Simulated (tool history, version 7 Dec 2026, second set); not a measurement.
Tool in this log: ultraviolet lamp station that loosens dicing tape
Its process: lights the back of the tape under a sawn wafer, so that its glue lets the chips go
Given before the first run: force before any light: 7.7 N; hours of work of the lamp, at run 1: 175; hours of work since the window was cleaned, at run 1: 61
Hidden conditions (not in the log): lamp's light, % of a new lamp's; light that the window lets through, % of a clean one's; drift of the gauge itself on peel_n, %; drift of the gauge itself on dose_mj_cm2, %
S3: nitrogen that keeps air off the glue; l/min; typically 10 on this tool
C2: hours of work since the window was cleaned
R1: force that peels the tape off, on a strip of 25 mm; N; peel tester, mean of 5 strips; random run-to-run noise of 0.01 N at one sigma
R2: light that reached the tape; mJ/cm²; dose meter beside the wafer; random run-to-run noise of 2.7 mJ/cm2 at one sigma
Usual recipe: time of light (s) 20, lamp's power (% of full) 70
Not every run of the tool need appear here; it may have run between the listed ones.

Run 1, day 0.000: usual settings; hours of work of the lamp 175; C2 61. Result: R1 0.513 N, R2 354 mJ/cm².
Run 2, day 0.450: usual settings; hours of work of the lamp 180; C2 65. Result: R1 0.495 N, R2 356 mJ/cm².
Run 3, day 0.758: usual settings but S3 8 l/min; hours of work of the lamp 182; C2 68. Result: R1 0.544 N, R2 359 mJ/cm².
Run 4, day 1.288: usual settings but S3 9 l/min; hours of work of the lamp 188; C2 73. Result: R1 0.536 N, R2 354 mJ/cm².
Run 5, day 1.892: usual settings but time of light (s) 13, S3 9 l/min; hours of work of the lamp 193; C2 79. Result: R1 1.335 N, R2 230 mJ/cm².
Run 6, day 2.250: usual settings but time of light (s) 13, S3 9 l/min; hours of work of the lamp 197; C2 83. Result: R1 1.303 N, R2 230 mJ/cm².
Run 7, day 2.546: usual settings but time of light (s) 13, S3 9 l/min; hours of work of the lamp 200; C2 86. Result: R1 1.316 N, R2 236 mJ/cm².
Run 8, day 3.050: usual settings but lamp's power (% of full) 77; hours of work of the lamp 204; C2 90. Result: R1 0.408 N, R2 387 mJ/cm².
Run 9, day 3.662: usual settings but lamp's power (% of full) 77; hours of work of the lamp 210; C2 96. Result: R1 0.410 N, R2 388 mJ/cm².
Run 10, day 4.133: usual settings; hours of work of the lamp 215; C2 101. Result: R1 0.520 N, R2 348 mJ/cm².
Run 11, day 4.667: usual settings; hours of work of the lamp 220; C2 106. Result: R1 0.525 N, R2 348 mJ/cm².
Run 12, day 5.075: usual settings; hours of work of the lamp 224; C2 110. Result: R1 0.540 N, R2 345 mJ/cm².
Run 13, day 5.658: usual settings; hours of work of the lamp 230; C2 115. Result: R1 0.520 N, R2 343 mJ/cm².
Run 14, day 6.300: usual settings but lamp's power (% of full) 86, S3 5 l/min; hours of work of the lamp 236; C2 122. Result: R1 0.472 N, R2 421 mJ/cm².
Run 15, day 6.688: usual settings but lamp's power (% of full) 86, S3 5 l/min; hours of work of the lamp 239; C2 125. Result: R1 0.480 N, R2 423 mJ/cm².
Run 16, day 7.300: usual settings but lamp's power (% of full) 86, S3 5 l/min; hours of work of the lamp 245; C2 131. Result: R1 0.466 N, R2 428 mJ/cm².
Run 17, day 7.750: usual settings but time of light (s) 12, lamp's power (% of full) 71, S3 5 l/min; hours of work of the lamp 250; C2 136. Result: R1 1.803 N, R2 212 mJ/cm².
Run 18, day 8.404: usual settings but time of light (s) 15, lamp's power (% of full) 61, S3 18 l/min; hours of work of the lamp 256; C2 142. Result: R1 1.096 N, R2 225 mJ/cm².
Run 19, day 8.996: usual settings but time of light (s) 32, S3 3 l/min; hours of work of the lamp 262; C2 147. Result: R1 0.346 N, R2 553 mJ/cm².
Run 20, day 9.388: usual settings but time of light (s) 32, S3 3 l/min; hours of work of the lamp 265; C2 151. Result: R1 0.343 N, R2 546 mJ/cm².
Run 21, day 9.700: usual settings but time of light (s) 32, S3 3 l/min; hours of work of the lamp 268; C2 154. Result: R1 0.352 N, R2 551 mJ/cm².
Run 22, day 10.358: usual settings but S3 13 l/min; hours of work of the lamp 275; C2 161. Result: R1 0.467 N, R2 341 mJ/cm².
Run 23, day 10.958: usual settings but time of light (s) 19, lamp's power (% of full) 65, S3 4 l/min; hours of work of the lamp 281; C2 166. Result: R1 1.129 N, R2 297 mJ/cm².
Run 24, day 11.533: usual settings but lamp's power (% of full) 73, S3 15 l/min; hours of work of the lamp 286; C2 172. Result: R1 0.420 N, R2 359 mJ/cm².
Run 25, day 11.862: usual settings but lamp's power (% of full) 73, S3 15 l/min; hours of work of the lamp 289; C2 175. Result: R1 0.442 N, R2 352 mJ/cm².

Each row is a separate what-if for the run after 25, all from the same tool condition, not one after another. Results?
Run A, day 12.379: usual settings but time of light (s) 11, lamp's power (% of full) 86, S3 4 l/min; hours of work of the lamp 294; C2 180. Result: R1 ?, R2 ?.
Run B, day 12.379: usual settings but time of light (s) 13, S3 4 l/min; hours of work of the lamp 294; C2 180. Result: R1 ?, R2 ?.
Run C, day 12.379: usual settings but time of light (s) 17, lamp's power (% of full) 73, S3 7 l/min; hours of work of the lamp 294; C2 180. Result: R1 ?, R2 ?.

run     R1   R2
  A  1.795  228
  B  1.860  219
  C  0.870  306
What these runs would have given with no unlogged condition in the tool:
run     R1   R2
  A  1.535  253
  B  1.600  243
  C  0.696  339
